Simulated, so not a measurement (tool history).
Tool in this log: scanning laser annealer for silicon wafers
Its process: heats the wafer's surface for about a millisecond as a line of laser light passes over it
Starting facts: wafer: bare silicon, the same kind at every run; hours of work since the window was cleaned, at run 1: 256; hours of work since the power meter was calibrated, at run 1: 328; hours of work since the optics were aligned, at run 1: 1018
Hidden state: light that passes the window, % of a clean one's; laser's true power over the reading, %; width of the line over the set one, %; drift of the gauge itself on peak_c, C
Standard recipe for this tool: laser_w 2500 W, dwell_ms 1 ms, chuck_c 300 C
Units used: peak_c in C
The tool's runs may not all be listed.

| run | hour | laser_w | dwell_ms | chuck_c | hours of work since the window was cleaned | hours of work since the power meter was calibrated | hours of work since the optics were aligned | peak_c |
|---|---|---|---|---|---|---|---|---|
| 1 | 0 | 2500 | 1 | 300 | 256 | 328 | 1018 | 1065 |
| 2 | 47.7 | 2500 | 1 | 272 | 278 | 349 | 1040 | 1032 |
| 3 | 78.3 | 2500 | 1 | 272 | 292 | 363 | 1054 | 1032 |
| 4 | 111.4 | 2500 | 1 | 272 | 307 | 379 | 1069 | 1033 |
| 5 | 157.7 | 2500 | 1 | 272 | 328 | 400 | 1090 | 1027 |
| 6 | 195.2 | 2500 | 1 | 339 | 345 | 417 | 1108 | 1093 |
|  | 221.7 | optics aligned, line set to its width |
| 7 | 250.5 | 2500 | 1 | 339 | 368 | 440 | 13 | 1087 |
| 8 | 301.3 | 2274 | 1 | 300 | 391 | 463 | 36 | 966 |
|  | 324.6 | optics aligned, line set to its width, once more |
| 9 | 352.5 | 2274 | 1 | 300 | 412 | 484 | 13 | 993 |
| 10 | 407.3 | 2500 | 1 | 300 | 437 | 509 | 38 | 1073 |
| 11 | 451.7 | 2500 | 1 | 307 | 458 | 529 | 58 | 1077 |
| 12 | 509 | 2500 | 1 | 307 | 484 | 555 | 84 | 1075 |
| 13 | 556.9 | 2254 | 1 | 300 | 506 | 577 | 106 | 978 |
| 14 | 616.8 | 2254 | 1 | 300 | 533 | 605 | 133 | 976 |
| 15 | 662.2 | 2500 | 1 | 300 | 554 | 625 | 154 | 1063 |
| 16 | 716.7 | 2500 | 1 | 300 | 579 | 650 | 179 | 1064 |
| 17 | 751.4 | 2500 | 1 | 300 | 594 | 666 | 195 | 1063 |
| 18 | 782.5 | 2500 | 1 | 300 | 609 | 680 | 209 | 1058 |
| 19 | 819.1 | 2500 | 0.84 | 300 | 625 | 697 | 226 | 1000 |
| 20 | 859.2 | 2500 | 0.84 | 300 | 644 | 715 | 244 | 999 |
| 21 | 901.6 | 2360 | 1 | 260 | 663 | 735 | 263 | 965 |
| 22 | 953.7 | 2360 | 1 | 260 | 687 | 758 | 287 | 963 |
| 23 | 1001.1 | 2506 | 1.21 | 338 | 708 | 780 | 309 | 1159 |
| 24 | 1050.5 | 2746 | 1.21 | 338 | 731 | 803 | 331 | 1251 |

For run 25, what comes out?
| 25 | 1102.7 | 2148 | 1.11 | 338 | 755 | 826 | 355 | ? |

{"run 25": {"peak_c": 992}}
Without the tool's hidden state the same run would have given peak_c 1044 C.

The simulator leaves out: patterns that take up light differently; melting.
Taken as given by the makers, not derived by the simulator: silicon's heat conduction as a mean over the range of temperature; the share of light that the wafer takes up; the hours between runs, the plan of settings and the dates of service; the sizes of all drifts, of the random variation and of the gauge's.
